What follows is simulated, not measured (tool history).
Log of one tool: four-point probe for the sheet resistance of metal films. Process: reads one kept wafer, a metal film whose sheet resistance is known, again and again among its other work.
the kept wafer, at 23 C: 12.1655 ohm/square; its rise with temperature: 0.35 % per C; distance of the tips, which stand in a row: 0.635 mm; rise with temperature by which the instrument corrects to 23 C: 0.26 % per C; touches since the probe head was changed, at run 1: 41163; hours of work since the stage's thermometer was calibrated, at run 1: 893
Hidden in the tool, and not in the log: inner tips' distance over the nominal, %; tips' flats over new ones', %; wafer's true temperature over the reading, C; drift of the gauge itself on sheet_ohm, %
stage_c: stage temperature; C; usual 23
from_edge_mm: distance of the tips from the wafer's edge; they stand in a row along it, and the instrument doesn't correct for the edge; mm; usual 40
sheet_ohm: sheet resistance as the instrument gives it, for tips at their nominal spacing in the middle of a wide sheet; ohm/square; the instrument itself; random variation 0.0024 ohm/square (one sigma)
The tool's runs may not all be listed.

run,day,stage_c,from_edge_mm,touches since the probe head was changed,hours of work since the stage's thermometer was calibrated,sheet_ohm
1,0.000,23,40,41163,893,12.079152
2,2.396,23,40,44470,932,12.075397
3,4.733,23,40,47700,970,12.077305
4,7.108,23,40,50977,1008,12.076177
5,9.362,23,40,54089,1045,12.066061
6,11.958,20,40,57673,1087,12.028392
7,13.829,23,40,60252,1118,12.055112
8,16.692,23,40,64204,1164,12.051592
9,18.242,23,40,66345,1189,12.049979
10,20.525,23,40,69496,1227,12.046491
11,22.162,23,40,71759,1253,12.042739
12,24.612,23,40,75143,1293,12.044512
13,27.275,23,40,78815,1336,12.039648
14,28.762,23,40,80871,1361,12.036827
15,30.192,23,40,82843,1384,12.034025
16,32.596,23,40,86164,1423,12.028092
17,34.504,26,40,88799,1454,12.059339
18,37.275,26,40,92621,1499,12.054876
19,39.767,26,40,96064,1540,12.050226
# day 40.021: new probe head fitted
20,41.296,26,40,1755,1564,12.200895
21,42.758,23,3,3776,1588,12.447253
# day 42.979: stage's thermometer calibrated
22,44.900,34,9,6705,31,12.301301
23,47.438,29,10,10205,73,12.239895
24,49.000,22,20,12363,98,12.140812
25,51.708,23,7,16105,142,12.199616
26,53.117,22,24,18046,165,12.139085
# day 53.421: stage's thermometer calibrated, once more
27,55.212,29,4,20910,29,12.375161
28,56.671,29,4,22928,53,12.369416
29,57.946,19,16,24685,74,12.104022
30,59.183,21,5,26393,94,12.220553
31,61.567,21,25,29687,133,12.117021
32,63.196,28,40,31932,159,12.189085
33,65.400,31,55,34977,195,12.214969
34,66.633,23,3,36679,215,12.411474
35,69.100,29,65,40082,255,12.190924
36,71.204,18,3,42987,289,12.349723
37,72.696,23,65,45050,314,12.110898
38,75.567,23,65,49009,360,12.110128
39,78.050,23,65,52438,401,12.110229
40,80.646,23,65,56021,443,12.103677
41,83.092,34,65,59397,483,12.211906
42,85.229,34,18,62351,518,12.216923

Forecast each of these 5 alternatives for the next run:
A,87.779,24,49,65870,559,?
B,87.779,22,18,65870,559,?
C,87.779,18,8,65870,559,?
D,87.779,32,8,65870,559,?
E,87.779,23,4,65870,559,?

run,sheet_ohm
A,12.105728
B,12.091964
C,12.075068
D,12.233726
E,12.255989
Without the tool's hidden state the same runs would have given:
run,sheet_ohm
A,12.179955
B,12.166159
C,12.149258
D,12.308504
E,12.331096
